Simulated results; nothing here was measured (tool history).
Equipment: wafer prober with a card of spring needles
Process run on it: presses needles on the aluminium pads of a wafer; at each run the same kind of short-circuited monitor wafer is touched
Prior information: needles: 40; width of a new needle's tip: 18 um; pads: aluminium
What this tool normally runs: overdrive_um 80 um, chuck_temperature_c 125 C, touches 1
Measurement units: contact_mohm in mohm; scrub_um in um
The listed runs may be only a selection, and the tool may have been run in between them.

run,hour,overdrive_um,chuck_temperature_c,touches,contact_mohm,scrub_um
1,0,80,125,1,295,18.43
# hour 4.8: tips cleaned on abrasive film
# hour 11.3: tips cleaned on abrasive film
# hour 17.7: tips cleaned on abrasive film
2,19.5,80,125,1,295,18.43
# hour 24.1: tips cleaned on abrasive film
# hour 30.6: tips cleaned on abrasive film
# hour 37: tips cleaned on abrasive film
3,41,80,65,1,273,18.4
# hour 44.3: tips cleaned on abrasive film
# hour 52.3: tips cleaned on abrasive film
# hour 58.7: tips cleaned on abrasive film
# hour 65.1: tips cleaned on abrasive film
4,70.3,80,65,1,275,18.42
# hour 72: tips cleaned on abrasive film
# hour 79.8: tips cleaned on abrasive film
# hour 86.3: tips cleaned on abrasive film
5,87.2,80,125,1,291,18.41
# hour 93.6: tips cleaned on abrasive film
# hour 101.6: tips cleaned on abrasive film
# hour 109.5: tips cleaned on abrasive film
6,113.1,80,125,1,290,18.41
# hour 116.4: tips cleaned on abrasive film
# hour 124.3: tips cleaned on abrasive film
# hour 124.6: height of the first contact set anew
# hour 132.4: tips cleaned on abrasive film
# hour 140.4: tips cleaned on abrasive film
7,145.4,80,125,1,293,18.41
# hour 147.1: tips cleaned on abrasive film
# hour 154.9: tips cleaned on abrasive film
# hour 162.7: tips cleaned on abrasive film
# hour 170.6: tips cleaned on abrasive film
8,171.3,80,125,1,294,18.44
# hour 177.6: tips cleaned on abrasive film
# hour 185.5: tips cleaned on abrasive film
9,189.3,80,125,1,293,18.42
# hour 192.6: tips cleaned on abrasive film
# hour 200.6: tips cleaned on abrasive film
# hour 208.6: tips cleaned on abrasive film
10,213.4,80,125,1,294,18.45
# hour 215.1: tips cleaned on abrasive film
# hour 221.5: tips cleaned on abrasive film
# hour 229.5: tips cleaned on abrasive film
# hour 237.4: tips cleaned on abrasive film
11,239.5,80,35,1,268,18.45
# hour 244.4: tips cleaned on abrasive film
# hour 252.4: tips cleaned on abrasive film
# hour 260.3: tips cleaned on abrasive film
# hour 266.7: tips cleaned on abrasive film
# hour 267: height of the first contact set anew
# hour 274.5: tips cleaned on abrasive film
12,274.5,80,35,1,269,18.44
# hour 282.5: tips cleaned on abrasive film
# hour 290.3: tips cleaned on abrasive film
13,296.2,80,35,2,267,18.42
# hour 297.9: tips cleaned on abrasive film
# hour 304.3: tips cleaned on abrasive film
# hour 312.2: tips cleaned on abrasive film
# hour 320.2: tips cleaned on abrasive film
# hour 328: tips cleaned on abrasive film
14,330.1,80,35,2,266,18.41
# hour 335: tips cleaned on abrasive film
# hour 341.4: tips cleaned on abrasive film
# hour 349.3: tips cleaned on abrasive film
# hour 355.8: tips cleaned on abrasive film
15,356,91,125,1,294,20.96
# hour 362.4: tips cleaned on abrasive film
# hour 368.8: tips cleaned on abrasive film
# hour 376.7: tips cleaned on abrasive film
16,380.6,91,125,1,289,20.96
# hour 383.9: tips cleaned on abrasive film
# hour 391.7: tips cleaned on abrasive film
17,397.9,82,72,1,275,18.9
# hour 399.8: tips cleaned on abrasive film
# hour 407.6: tips cleaned on abrasive film
# hour 409.5: height of the first contact set anew
# hour 414.3: tips cleaned on abrasive film
# hour 421.7: tips cleaned on abrasive film
18,421.7,82,72,1,278,18.88
# hour 428.1: tips cleaned on abrasive film
# hour 436.1: tips cleaned on abrasive film
# hour 444.1: tips cleaned on abrasive film
19,446,82,72,1,279,18.9
# hour 450.8: tips cleaned on abrasive film
# hour 457.2: tips cleaned on abrasive film
# hour 463.6: tips cleaned on abrasive film
# hour 471.6: tips cleaned on abrasive film
20,474,89,35,1,268,20.48
# hour 478.8: tips cleaned on abrasive film
# hour 486.8: tips cleaned on abrasive film
21,492,81,125,1,294,18.67
# hour 493.6: tips cleaned on abrasive film
# hour 501.5: tips cleaned on abrasive film
# hour 507.9: tips cleaned on abrasive film
22,511,70,32,1,265,16.12
# hour 515.8: tips cleaned on abrasive film
# hour 522.2: tips cleaned on abrasive film
# hour 530.1: tips cleaned on abrasive film
# hour 537.8: tips cleaned on abrasive film
# hour 545: tips cleaned on abrasive film
23,545,87,45,2,274,20.06
# hour 551.6: height of the first contact set anew
# hour 553.3: tips cleaned on abrasive film
# hour 561.2: tips cleaned on abrasive film
# hour 569.2: tips cleaned on abrasive film
# hour 576: tips cleaned on abrasive film
24,576,83,64,1,272,19.09
# hour 582.5: tips cleaned on abrasive film
# hour 590.1: tips cleaned on abrasive film
# hour 596.6: tips cleaned on abrasive film
25,600.3,63,29,1,270,14.5
# hour 603.5: tips cleaned on abrasive film
# hour 609.9: tips cleaned on abrasive film
# hour 616.4: tips cleaned on abrasive film
# hour 623.8: tips cleaned on abrasive film
26,623.8,96,36,1,269,22.1
# hour 631.8: tips cleaned on abrasive film
# hour 639.6: tips cleaned on abrasive film
27,642.4,96,36,1,265,22.09

Consider 4 possible next runs. They are alternatives, not a sequence: every one starts from the tool as it was left by run 27. What does each give?
# hour 647.3: tips cleaned on abrasive film
# hour 653.7: tips cleaned on abrasive film
# hour 661.7: tips cleaned on abrasive film
# hour 668.1: tips cleaned on abrasive film
A,674,74,125,1,?,?
# hour 647.3: tips cleaned on abrasive film
# hour 653.7: tips cleaned on abrasive film
# hour 661.7: tips cleaned on abrasive film
# hour 668.1: tips cleaned on abrasive film
B,674,71,93,3,?,?
# hour 647.3: tips cleaned on abrasive film
# hour 653.7: tips cleaned on abrasive film
# hour 661.7: tips cleaned on abrasive film
# hour 668.1: tips cleaned on abrasive film
C,674,96,34,1,?,?
# hour 647.3: tips cleaned on abrasive film
# hour 653.7: tips cleaned on abrasive film
# hour 661.7: tips cleaned on abrasive film
# hour 668.1: tips cleaned on abrasive film
D,674,80,125,2,?,?

run,contact_mohm,scrub_um
A,290,17.03
B,283,16.36
C,265,22.14
D,298,18.42
Take away the tool's hidden state, keep each run's random variation, and the runs would have read:
run,contact_mohm,scrub_um
A,289,17.03
B,283,16.37
C,264,22.15
D,298,18.43
